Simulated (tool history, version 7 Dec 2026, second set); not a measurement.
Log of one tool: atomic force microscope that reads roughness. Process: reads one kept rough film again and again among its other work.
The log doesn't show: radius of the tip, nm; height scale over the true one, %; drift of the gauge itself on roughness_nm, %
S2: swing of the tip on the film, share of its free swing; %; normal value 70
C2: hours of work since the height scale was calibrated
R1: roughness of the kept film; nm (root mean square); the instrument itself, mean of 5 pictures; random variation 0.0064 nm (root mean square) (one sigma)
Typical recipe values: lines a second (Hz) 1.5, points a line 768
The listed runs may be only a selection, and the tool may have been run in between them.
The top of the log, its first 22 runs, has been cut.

run 23 hour=170.8 | lines_a_second_(Hz)=3.03 S2=70 points_a_line=768 | pictures_with_this_tip=202 C2=110 | R1=1.203
run 24 hour=180.7 | lines_a_second_(Hz)=3.03 S2=70 points_a_line=768 | pictures_with_this_tip=219 C2=116 | R1=1.204
run 25 hour=185.7 | lines_a_second_(Hz)=2.47 S2=77 points_a_line=326 | pictures_with_this_tip=228 C2=119 | R1=1.147
run 26 hour=195 | lines_a_second_(Hz)=2.47 S2=77 points_a_line=326 | pictures_with_this_tip=244 C2=124 | R1=1.153
run 27 hour=204.1 | lines_a_second_(Hz)=2.47 S2=68 points_a_line=326 | pictures_with_this_tip=259 C2=130 | R1=1.202
run 28 hour=213.2 | lines_a_second_(Hz)=2.14 S2=70 points_a_line=768 | pictures_with_this_tip=275 C2=135 | R1=1.241
run 29 hour=220.4 | lines_a_second_(Hz)=1.42 S2=83 points_a_line=768 | pictures_with_this_tip=287 C2=139 | R1=1.212
run 30 hour=231.2 | lines_a_second_(Hz)=1.48 S2=81 points_a_line=392 | pictures_with_this_tip=306 C2=146 | R1=1.206
run 31 hour=236 | lines_a_second_(Hz)=1.24 S2=70 points_a_line=371 | pictures_with_this_tip=314 C2=149 | R1=1.264
-- hour=244.5 new tip fitted
run 32 hour=244.9 | lines_a_second_(Hz)=1.46 S2=90 points_a_line=679 | pictures_with_this_tip=0 C2=154 | R1=1.179
run 33 hour=253.7 | lines_a_second_(Hz)=1.46 S2=90 points_a_line=679 | pictures_with_this_tip=15 C2=159 | R1=1.17
run 34 hour=264 | lines_a_second_(Hz)=1.5 S2=56 points_a_line=768 | pictures_with_this_tip=33 C2=165 | R1=1.304
run 35 hour=273.6 | lines_a_second_(Hz)=2.11 S2=56 points_a_line=270 | pictures_with_this_tip=49 C2=171 | R1=1.256
run 36 hour=281 | lines_a_second_(Hz)=2.11 S2=60 points_a_line=652 | pictures_with_this_tip=62 C2=175 | R1=1.274
run 37 hour=286.3 | lines_a_second_(Hz)=2.42 S2=70 points_a_line=478 | pictures_with_this_tip=71 C2=178 | R1=1.218
run 38 hour=297.5 | lines_a_second_(Hz)=0.84 S2=70 points_a_line=768 | pictures_with_this_tip=90 C2=185 | R1=1.293
run 39 hour=308.1 | lines_a_second_(Hz)=0.84 S2=70 points_a_line=768 | pictures_with_this_tip=108 C2=191 | R1=1.284
run 40 hour=318.5 | lines_a_second_(Hz)=0.84 S2=64 points_a_line=272 | pictures_with_this_tip=126 C2=198 | R1=1.26
run 41 hour=326.8 | lines_a_second_(Hz)=1.5 S2=66 points_a_line=386 | pictures_with_this_tip=140 C2=203 | R1=1.262
run 42 hour=337 | lines_a_second_(Hz)=0.8 S2=70 points_a_line=768 | pictures_with_this_tip=158 C2=209 | R1=1.289
run 43 hour=344.5 | lines_a_second_(Hz)=0.8 S2=70 points_a_line=768 | pictures_with_this_tip=171 C2=213 | R1=1.291
run 44 hour=352.6 | lines_a_second_(Hz)=0.8 S2=61 points_a_line=768 | pictures_with_this_tip=184 C2=218 | R1=1.301
run 45 hour=357.7 | lines_a_second_(Hz)=1.59 S2=70 points_a_line=768 | pictures_with_this_tip=193 C2=221 | R1=1.252
run 46 hour=367.9 | lines_a_second_(Hz)=1.59 S2=70 points_a_line=768 | pictures_with_this_tip=211 C2=227 | R1=1.27
run 47 hour=373.3 | lines_a_second_(Hz)=1.59 S2=70 points_a_line=768 | pictures_with_this_tip=220 C2=230 | R1=1.258

Below are 3 alternative next runs, each starting from the tool's condition after run 47. Predict each:
run A hour=378 | lines_a_second_(Hz)=0.84 S2=70 points_a_line=377 | pictures_with_this_tip=228 C2=233 | R1=?
run B hour=378 | lines_a_second_(Hz)=1.5 S2=78 points_a_line=790 | pictures_with_this_tip=228 C2=233 | R1=?
run C hour=378 | lines_a_second_(Hz)=1.5 S2=70 points_a_line=302 | pictures_with_this_tip=228 C2=233 | R1=?

run=A R1=1.26
run=B R1=1.225
run=C R1=1.237
Had the tool no hidden state, the same runs would have come out as:
run=A R1=1.263
run=B R1=1.228
run=C R1=1.24
